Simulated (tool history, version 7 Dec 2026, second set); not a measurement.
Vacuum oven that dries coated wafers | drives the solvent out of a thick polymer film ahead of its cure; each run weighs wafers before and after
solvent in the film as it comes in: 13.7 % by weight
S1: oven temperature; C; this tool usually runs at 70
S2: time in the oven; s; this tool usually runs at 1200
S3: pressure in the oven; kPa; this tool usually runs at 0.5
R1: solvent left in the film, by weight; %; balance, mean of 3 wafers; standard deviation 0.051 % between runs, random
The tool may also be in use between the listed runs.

| run | hour | S1 | S2 | S3 | R1 |
|---|---|---|---|---|---|
| 1 | 0 | 70 | 1200 | 0.5 | 1.57 |
| 2 | 44.2 | 70 | 1200 | 0.5 | 1.64 |
| 3 | 98.9 | 70 | 960 | 0.5 | 2.02 |
| 4 | 132 | 70 | 960 | 0.5 | 2.05 |
| 5 | 165.8 | 70 | 960 | 0.5 | 2.09 |
| 6 | 211.8 | 70 | 1200 | 0.5 | 1.61 |
| 7 | 263.8 | 70 | 1200 | 0.5 | 1.66 |
| 8 | 299.6 | 70 | 1200 | 0.5 | 1.66 |
| 9 | 337.2 | 70 | 1200 | 0.5 | 1.68 |
| 10 | 388.7 | 70 | 720 | 0.5 | 2.92 |
| 11 | 420.9 | 67 | 720 | 0.5 | 3.89 |
| 12 | 475.1 | 67 | 1680 | 0.5 | 1.81 |
| 13 | 502.3 | 70 | 1200 | 0.419 | 1.63 |
| 14 | 557 | 70 | 1200 | 1.23 | 3.06 |
| 15 | 596 | 70 | 1200 | 1.23 | 3.09 |
| 16 | 654.5 | 70 | 600 | 0.5 | 3.6 |
| 17 | 712 | 70 | 600 | 0.5 | 3.59 |
| 18 | 740.2 | 70 | 1200 | 0.5 | 1.78 |
| 19 | 767.3 | 70 | 1200 | 0.5 | 1.92 |
| 20 | 814.8 | 80 | 1200 | 0.5 | 0.8 |
| 21 | 870.3 | 80 | 1200 | 0.5 | 0.83 |
| 22 | 924.3 | 70 | 1440 | 0.5 | 1.62 |
| 23 | 952.1 | 70 | 1440 | 0.5 | 1.55 |
| 24 | 978.2 | 70 | 900 | 0.5 | 2.44 |
|  | 1018.3 | oven's thermocouples calibrated |
| 25 | 1018.6 | 70 | 960 | 1.928 | 4.18 |
| 26 | 1047.4 | 67 | 960 | 0.5 | 2.65 |
| 27 | 1086.1 | 67 | 960 | 0.5 | 2.76 |
| 28 | 1127.1 | 67 | 960 | 0.5 | 2.7 |
| 29 | 1163.9 | 70 | 960 | 0.716 | 2.39 |
| 30 | 1219.3 | 77 | 960 | 0.33 | 0.86 |
| 31 | 1245.3 | 70 | 1200 | 0.264 | 1.28 |
| 32 | 1282.8 | 72 | 1260 | 0.574 | 1.48 |
| 33 | 1311.5 | 79 | 1680 | 1.533 | 2.17 |
| 34 | 1337.2 | 79 | 1680 | 1.533 | 2.11 |
| 35 | 1377.9 | 70 | 1200 | 1.753 | 3.75 |
| 36 | 1425.2 | 70 | 1200 | 1.753 | 3.82 |
| 37 | 1472.9 | 70 | 1080 | 0.556 | 2.03 |
| 38 | 1515.1 | 56 | 660 | 0.69 | 8.2 |
| 39 | 1561.8 | 70 | 1200 | 0.293 | 1.45 |
| 40 | 1605.8 | 70 | 1200 | 0.293 | 1.52 |
| 41 | 1649.6 | 70 | 1200 | 0.293 | 1.49 |
| 42 | 1679.8 | 70 | 1260 | 0.892 | 2.5 |
| 43 | 1717.1 | 60 | 1440 | 1.694 | 6.49 |
| 44 | 1773.7 | 77 | 1620 | 0.5 | 1.08 |
| 45 | 1800.8 | 77 | 1620 | 0.5 | 1.12 |

Run 46 is up next; what results do you expect?
| 46 | 1843.3 | 78 | 840 | 1.348 | ? |

Run 46 gave R1 2.17 %.
The same run, on a tool lacking any hidden state, would have yielded R1 1.68 %.
